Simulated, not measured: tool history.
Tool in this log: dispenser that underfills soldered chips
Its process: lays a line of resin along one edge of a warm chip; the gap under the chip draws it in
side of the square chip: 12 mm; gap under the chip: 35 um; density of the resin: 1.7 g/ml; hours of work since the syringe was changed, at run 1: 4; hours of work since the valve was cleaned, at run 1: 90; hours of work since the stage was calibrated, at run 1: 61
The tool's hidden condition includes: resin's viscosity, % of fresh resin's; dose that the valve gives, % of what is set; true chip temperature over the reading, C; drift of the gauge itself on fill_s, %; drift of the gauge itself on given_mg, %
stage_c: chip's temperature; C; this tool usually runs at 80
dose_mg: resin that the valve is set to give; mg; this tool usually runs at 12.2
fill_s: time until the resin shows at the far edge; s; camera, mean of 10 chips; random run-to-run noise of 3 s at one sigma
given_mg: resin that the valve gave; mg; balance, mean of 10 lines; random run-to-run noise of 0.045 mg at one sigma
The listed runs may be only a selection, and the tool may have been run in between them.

run   hour  stage_c  dose_mg  hours of work since the syringe was changed  hours of work since the valve was cleaned  hours of work since the stage was calibrated  fill_s  given_mg
  1    0.0       80     12.2                                            4                                         90                                            61   376.6     11.37
       6.2  -- dispensing valve cleaned and set on the balance
  2    6.2       80     12.2                                            8                                          0                                            65   465.4     12.19
      12.5  -- new syringe of resin
  3   12.5       80     12.2                                            0                                          4                                            69   297.0     12.23
  4   15.6       80     12.2                                            2                                          6                                            71   335.0     12.12
  5   18.9       80     12.2                                            5                                          9                                            74   384.7     12.14
  6   25.0       80     12.2                                            9                                         13                                            78   486.7     12.14
  7   28.0       80     12.2                                           11                                         15                                            80   548.1     12.09
      29.8  -- new syringe of resin
  8   33.9       80     12.2                                            3                                         19                                            84   345.2     12.03
  9   36.8       80     12.2                                            5                                         21                                            86   385.1     12.00
 10   41.0       80     12.2                                            8                                         24                                            89   458.3     11.94
 11   45.7       80     12.2                                           11                                         27                                            92   548.9     11.93
      47.5  -- new syringe of resin
 12   50.6       80     11.8                                            2                                         31                                            96   339.4     11.56
 13   55.5       80     11.8                                            6                                         34                                            99   415.5     11.51
 14   58.6       80     11.8                                            8                                         36                                           101   469.9     11.39
 15   62.1       80     15.1                                           10                                         39                                           104   510.8     14.66
      64.9  -- new syringe of resin
 16   67.8       80     15.1                                            2                                         43                                           108   323.2     14.65
 17   72.6       68     12.0                                            5                                         46                                           111   645.6     11.55
 18   78.8       89     11.6                                           10                                         50                                           115   376.0     11.21
      82.3  -- new syringe of resin
 19   82.5       87     12.2                                            0                                         53                                           118   233.0     11.67
 20   87.7       95     13.7                                            4                                         56                                           121   208.2     13.09
 21   93.9       67     14.2                                            8                                         61                                           126   765.4     13.58
      99.6  -- new syringe of resin
 22   99.6       67     14.2                                            0                                         65                                           130   477.9     13.42
 23  105.8       67     14.2                                            4                                         69                                           134   606.5     13.38
 24  111.7       87     13.5                                            9                                         73                                           138   360.5     12.67
     116.9  -- new syringe of resin
 25  117.0       87     13.5                                            0                                         77                                           142   227.4     12.65
 26  120.1       83     11.8                                            2                                         79                                           144   302.2     10.96
 27  125.9       79     12.6                                            6                                         83                                           148   428.7     11.75
 28  130.7       79     12.6                                           10                                         86                                           151   517.0     11.69
     134.2  -- new syringe of resin
 29  134.2       79     12.6                                            0                                         89                                           154   306.3     11.68
 30  137.7       79     12.6                                            2                                         91                                           156   342.8     11.71

For some of the steps in fill_s from one run to the next: how much would appear even if the tool had no hidden state, given the settings, what came in and random variation, and how much remains for the hidden state plus any gauge scatter that the measured result and the result without hidden state don't share?
Run 16 -> 17: stage_c 80 -> 68, dose_mg 15.1 -> 12.0. fill_s +322.4 s: hidden state +137.4, all else +185.0.
Run 20 -> 21: stage_c 95 -> 67, dose_mg 13.7 -> 14.2. fill_s +557.2 s: hidden state +241.0, all else +316.2.
Run 21 -> 22: new syringe of resin. fill_s -287.5 s: hidden state -292.0, all else +4.5.
Run 28 -> 29: new syringe of resin. fill_s -210.7 s: hidden state -218.2, all else +7.5.

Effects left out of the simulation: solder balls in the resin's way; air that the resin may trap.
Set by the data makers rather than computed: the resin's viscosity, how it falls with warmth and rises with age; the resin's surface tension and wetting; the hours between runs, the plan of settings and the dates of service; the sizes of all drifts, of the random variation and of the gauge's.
